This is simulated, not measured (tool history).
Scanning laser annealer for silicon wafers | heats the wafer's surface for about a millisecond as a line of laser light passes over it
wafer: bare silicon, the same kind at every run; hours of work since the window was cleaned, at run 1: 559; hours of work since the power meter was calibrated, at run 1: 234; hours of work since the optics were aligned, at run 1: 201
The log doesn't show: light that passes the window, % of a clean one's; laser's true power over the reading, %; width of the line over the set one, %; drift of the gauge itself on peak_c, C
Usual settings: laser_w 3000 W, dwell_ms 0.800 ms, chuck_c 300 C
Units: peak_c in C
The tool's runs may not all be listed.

| run | hour | laser_w | dwell_ms | chuck_c | hours of work since the window was cleaned | hours of work since the power meter was calibrated | hours of work since the optics were aligned | peak_c |
|---|---|---|---|---|---|---|---|---|
| 1 | 0.0 | 3000 | 0.800 | 300 | 559 | 234 | 201 | 1077 |
| 2 | 10.5 | 2680 | 0.800 | 300 | 566 | 240 | 208 | 972 |
| 3 | 24.2 | 2680 | 0.800 | 336 | 574 | 249 | 216 | 1005 |
| 4 | 35.6 | 2680 | 0.800 | 336 | 581 | 255 | 223 | 1009 |
| 5 | 42.5 | 2680 | 0.972 | 336 | 585 | 260 | 227 | 1076 |
| 6 | 52.9 | 2680 | 0.972 | 336 | 592 | 266 | 234 | 1071 |
| 7 | 60.6 | 2680 | 0.972 | 336 | 596 | 271 | 238 | 1072 |
| 8 | 69.5 | 2659 | 0.972 | 336 | 602 | 276 | 244 | 1063 |
| 9 | 76.1 | 2659 | 0.972 | 336 | 606 | 280 | 248 | 1065 |
| 10 | 90.3 | 2659 | 0.972 | 336 | 615 | 289 | 257 | 1060 |
| 11 | 102.7 | 2659 | 0.972 | 336 | 622 | 297 | 264 | 1060 |
| 12 | 115.2 | 2820 | 0.800 | 300 | 630 | 304 | 272 | 1015 |
| 13 | 122.3 | 2820 | 0.800 | 300 | 634 | 309 | 276 | 1018 |
| 14 | 131.3 | 2820 | 0.800 | 300 | 640 | 314 | 282 | 1014 |
| 15 | 143.0 | 2820 | 0.800 | 300 | 647 | 321 | 289 | 1012 |
| 16 | 154.6 | 3000 | 0.800 | 300 | 654 | 328 | 296 | 1071 |
| 17 | 162.8 | 3000 | 0.800 | 330 | 659 | 333 | 301 | 1105 |
| 18 | 176.2 | 3000 | 0.800 | 330 | 667 | 342 | 309 | 1104 |
| 19 | 183.5 | 3000 | 0.867 | 300 | 672 | 346 | 314 | 1099 |
| 20 | 190.7 | 3000 | 0.867 | 300 | 676 | 351 | 318 | 1098 |
| 21 | 197.5 | 3287 | 0.868 | 300 | 680 | 355 | 322 | 1192 |
| 22 | 207.0 | 3037 | 0.868 | 338 | 686 | 361 | 328 | 1149 |
| 23 | 217.7 | 3037 | 0.868 | 338 | 693 | 367 | 335 | 1150 |
| 24 | 231.9 | 2799 | 0.800 | 280 | 701 | 376 | 343 | 986 |
| 25 | 238.8 | 2771 | 0.867 | 287 | 706 | 380 | 348 | 1011 |
| 26 | 253.1 | 3082 | 0.844 | 287 | 714 | 389 | 356 | 1098 |
| 27 | 260.4 | 3082 | 0.844 | 287 | 719 | 393 | 361 | 1104 |
| 28 | 268.4 | 3082 | 0.844 | 287 | 724 | 398 | 366 | 1101 |
| 29 | 275.9 | 3216 | 0.705 | 300 | 728 | 403 | 370 | 1088 |
| 30 | 286.1 | 3246 | 0.705 | 276 | 735 | 409 | 377 | 1074 |
| 31 | 292.3 | 2871 | 0.797 | 300 | 739 | 413 | 381 | 1027 |
| 32 | 299.6 | 2871 | 0.760 | 293 | 743 | 417 | 385 | 999 |
| 33 | 313.9 | 2871 | 0.760 | 293 | 752 | 426 | 394 | 1004 |
| 34 | 327.3 | 2754 | 0.848 | 293 | 760 | 434 | 402 | 1002 |
| 35 | 337.1 | 2754 | 0.848 | 293 | 766 | 440 | 408 | 1000 |
| 36 | 346.0 | 2754 | 0.968 | 284 | 771 | 446 | 413 | 1038 |
| 37 | 356.2 | 2754 | 0.968 | 284 | 778 | 452 | 420 | 1037 |
| 38 | 370.8 | 2754 | 0.968 | 284 | 787 | 461 | 429 | 1035 |
| 39 | 378.9 | 2754 | 0.968 | 284 | 792 | 466 | 434 | 1038 |
| 40 | 392.2 | 3000 | 0.972 | 336 | 800 | 474 | 442 | 1174 |

3 ways to go on from here, each from the tool as it stands after run 40. What would each give?
| A | 401.5 | 2671 | 0.800 | 275 | 805 | 480 | 448 | ? |
| B | 401.5 | 2726 | 0.680 | 300 | 805 | 480 | 448 | ? |
| C | 401.5 | 3278 | 0.798 | 327 | 805 | 480 | 448 | ? |

| run | peak_c |
|---|---|
| A | 939 |
| B | 930 |
| C | 1182 |
Without the tool's hidden state the same runs would have given:
| run | peak_c |
|---|---|
| A | 962 |
| B | 952 |
| C | 1211 |
